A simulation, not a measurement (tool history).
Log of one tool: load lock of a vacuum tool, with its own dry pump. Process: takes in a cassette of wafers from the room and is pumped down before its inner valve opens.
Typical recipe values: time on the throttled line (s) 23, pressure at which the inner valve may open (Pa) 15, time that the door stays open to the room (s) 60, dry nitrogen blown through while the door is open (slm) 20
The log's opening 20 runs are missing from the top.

run,day,time on the throttled line (s),pressure at which the inner valve may open (Pa),time that the door stays open to the room (s),dry nitrogen blown through while the door is open (slm),"incoming humidity of the room's air, %",time from the closed door until the inner valve may open (s),rise of the pressure with all valves shut (Pa/min)
21,215.750,18,29,60,19,45.7,40.4,0.529
22,225.692,18,29,60,19,46.7,40.8,0.547
23,235.412,13,29,27,7,47.9,37.1,0.561
24,245.225,13,24,126,20,44.3,38.5,0.576
25,258.933,16,15,60,20,44.4,42.3,0.576
26,271.517,16,15,60,20,40.5,42.1,0.599
27,284.508,16,18,60,21,44.4,41.6,0.631
28,293.921,17,11,154,22,42.6,43.9,0.649
29,303.662,31,15,60,6,50.3,53.2,0.669
30,314.354,31,15,60,6,45.6,53.4,0.673
31,325.658,34,19,46,36,45.1,54.8,0.679

3 options for the next run, each taken on its own from the tool as it stands now. Forecast them:
A,333.108,34,23,133,14,41.7,?,?
B,333.108,37,11,27,20,42.8,?,?
C,333.108,23,15,60,31,42.3,?,?

run,time from the closed door until the inner valve may open (s),rise of the pressure with all valves shut (Pa/min)
A,54.1,0.709
B,58.5,0.698
C,47.0,0.697
What these runs would have given with no unlogged condition in the tool:
run,time from the closed door until the inner valve may open (s),rise of the pressure with all valves shut (Pa/min)
A,52.2,0.042
B,56.4,0.024
C,44.7,0.021
